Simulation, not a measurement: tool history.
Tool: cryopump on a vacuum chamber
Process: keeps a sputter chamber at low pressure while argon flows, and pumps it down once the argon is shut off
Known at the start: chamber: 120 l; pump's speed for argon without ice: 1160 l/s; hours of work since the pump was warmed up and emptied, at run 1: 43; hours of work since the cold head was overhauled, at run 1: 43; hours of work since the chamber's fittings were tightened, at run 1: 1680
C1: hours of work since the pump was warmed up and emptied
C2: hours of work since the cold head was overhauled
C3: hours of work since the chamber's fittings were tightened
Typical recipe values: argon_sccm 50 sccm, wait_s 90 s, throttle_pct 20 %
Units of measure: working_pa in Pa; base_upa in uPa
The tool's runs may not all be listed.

run 1 hour=0 | argon_sccm=50 wait_s=90 throttle_pct=20 | C1=43 C2=43 C3=1680 | working_pa=0.3638 base_upa=1.47
run 2 hour=23.3 | argon_sccm=50 wait_s=90 throttle_pct=20 | C1=63 C2=63 C3=1700 | working_pa=0.3685 base_upa=1.55
run 3 hour=37.4 | argon_sccm=50 wait_s=90 throttle_pct=20 | C1=75 C2=75 C3=1711 | working_pa=0.3685 base_upa=1.5
run 4 hour=61 | argon_sccm=50 wait_s=90 throttle_pct=20 | C1=95 C2=95 C3=1731 | working_pa=0.3694 base_upa=1.54
run 5 hour=76.2 | argon_sccm=50 wait_s=90 throttle_pct=20 | C1=108 C2=108 C3=1744 | working_pa=0.3708 base_upa=1.52
run 6 hour=94.5 | argon_sccm=50 wait_s=61 throttle_pct=20 | C1=123 C2=123 C3=1760 | working_pa=0.3698 base_upa=1.9
run 7 hour=106 | argon_sccm=50 wait_s=72 throttle_pct=20 | C1=133 C2=133 C3=1770 | working_pa=0.3717 base_upa=1.76
run 8 hour=123.1 | argon_sccm=50 wait_s=72 throttle_pct=20 | C1=148 C2=148 C3=1784 | working_pa=0.3725 base_upa=1.85
-- hour=146.6 leaking fittings of the chamber tightened, without venting
run 9 hour=146.6 | argon_sccm=50 wait_s=90 throttle_pct=29 | C1=166 C2=166 C3=0 | working_pa=0.2573 base_upa=1.14
run 10 hour=162 | argon_sccm=50 wait_s=90 throttle_pct=29 | C1=179 C2=179 C3=13 | working_pa=0.258 base_upa=1.11
run 11 hour=187.1 | argon_sccm=50 wait_s=90 throttle_pct=29 | C1=200 C2=200 C3=34 | working_pa=0.2605 base_upa=1.16
run 12 hour=200.5 | argon_sccm=82 wait_s=90 throttle_pct=20 | C1=212 C2=212 C3=46 | working_pa=0.6125 base_upa=1.19
run 13 hour=211.8 | argon_sccm=50 wait_s=90 throttle_pct=20 | C1=221 C2=221 C3=55 | working_pa=0.377 base_upa=1.17
run 14 hour=232.7 | argon_sccm=50 wait_s=182 throttle_pct=20 | C1=239 C2=239 C3=73 | working_pa=0.3735 base_upa=0.72
run 15 hour=252.7 | argon_sccm=50 wait_s=182 throttle_pct=20 | C1=256 C2=256 C3=90 | working_pa=0.3772 base_upa=0.74
run 16 hour=277.5 | argon_sccm=50 wait_s=182 throttle_pct=20 | C1=277 C2=277 C3=111 | working_pa=0.3753 base_upa=0.76
run 17 hour=289.3 | argon_sccm=50 wait_s=216 throttle_pct=20 | C1=287 C2=287 C3=121 | working_pa=0.3769 base_upa=0.71
-- hour=311.4 pump warmed up, emptied and cooled again
run 18 hour=313.7 | argon_sccm=75 wait_s=42 throttle_pct=34 | C1=2 C2=303 C3=137 | working_pa=0.3226 base_upa=2.16
run 19 hour=339.9 | argon_sccm=50 wait_s=260 throttle_pct=59 | C1=24 C2=325 C3=160 | working_pa=0.1255 base_upa=0.62
run 20 hour=360.1 | argon_sccm=50 wait_s=260 throttle_pct=59 | C1=41 C2=343 C3=177 | working_pa=0.126 base_upa=0.63
run 21 hour=386.7 | argon_sccm=50 wait_s=260 throttle_pct=59 | C1=64 C2=365 C3=199 | working_pa=0.1264 base_upa=0.63
run 22 hour=397.7 | argon_sccm=25 wait_s=260 throttle_pct=31 | C1=73 C2=374 C3=209 | working_pa=0.1201 base_upa=0.64
run 23 hour=421.5 | argon_sccm=52 wait_s=260 throttle_pct=31 | C1=93 C2=395 C3=229 | working_pa=0.2496 base_upa=0.65
run 24 hour=441.3 | argon_sccm=78 wait_s=31 throttle_pct=31 | C1=110 C2=411 C3=246 | working_pa=0.3723 base_upa=2.8
run 25 hour=452.7 | argon_sccm=78 wait_s=31 throttle_pct=31 | C1=120 C2=421 C3=255 | working_pa=0.3763 base_upa=2.76
run 26 hour=468.6 | argon_sccm=78 wait_s=31 throttle_pct=31 | C1=133 C2=434 C3=269 | working_pa=0.3765 base_upa=2.8
run 27 hour=492.4 | argon_sccm=26 wait_s=90 throttle_pct=47 | C1=153 C2=455 C3=289 | working_pa=0.085 base_upa=1.18
run 28 hour=513.8 | argon_sccm=83 wait_s=212 throttle_pct=20 | C1=172 C2=473 C3=307 | working_pa=0.6153 base_upa=0.76
run 29 hour=524.8 | argon_sccm=32 wait_s=64 throttle_pct=20 | C1=181 C2=482 C3=316 | working_pa=0.2376 base_upa=1.57
run 30 hour=544.7 | argon_sccm=32 wait_s=64 throttle_pct=20 | C1=198 C2=499 C3=333 | working_pa=0.2386 base_upa=1.59
run 31 hour=557.6 | argon_sccm=34 wait_s=61 throttle_pct=28 | C1=209 C2=510 C3=344 | working_pa=0.1816 base_upa=1.63
run 32 hour=579.4 | argon_sccm=34 wait_s=61 throttle_pct=28 | C1=227 C2=528 C3=363 | working_pa=0.185 base_upa=1.64
run 33 hour=605.5 | argon_sccm=34 wait_s=61 throttle_pct=28 | C1=249 C2=551 C3=385 | working_pa=0.1841 base_upa=1.66

Forecast each of these 4 alternatives for the next run:
run A hour=622.9 | argon_sccm=42 wait_s=30 throttle_pct=17 | C1=264 C2=565 C3=399 | working_pa=? base_upa=?
run B hour=622.9 | argon_sccm=34 wait_s=27 throttle_pct=28 | C1=264 C2=565 C3=399 | working_pa=? base_upa=?
run C hour=622.9 | argon_sccm=34 wait_s=78 throttle_pct=28 | C1=264 C2=565 C3=399 | working_pa=? base_upa=?
run D hour=622.9 | argon_sccm=34 wait_s=40 throttle_pct=24 | C1=264 C2=565 C3=399 | working_pa=? base_upa=?

run=A working_pa=0.3699 base_upa=2.94
run=B working_pa=0.1841 base_upa=3.1
run=C working_pa=0.1854 base_upa=1.38
run=D working_pa=0.2136 base_upa=2.31
Without the tool's unlogged condition, the same runs would have read:
run=A working_pa=0.3599 base_upa=2.76
run=B working_pa=0.1761 base_upa=2.92
run=C working_pa=0.1773 base_upa=1.2
run=D working_pa=0.2056 base_upa=2.13
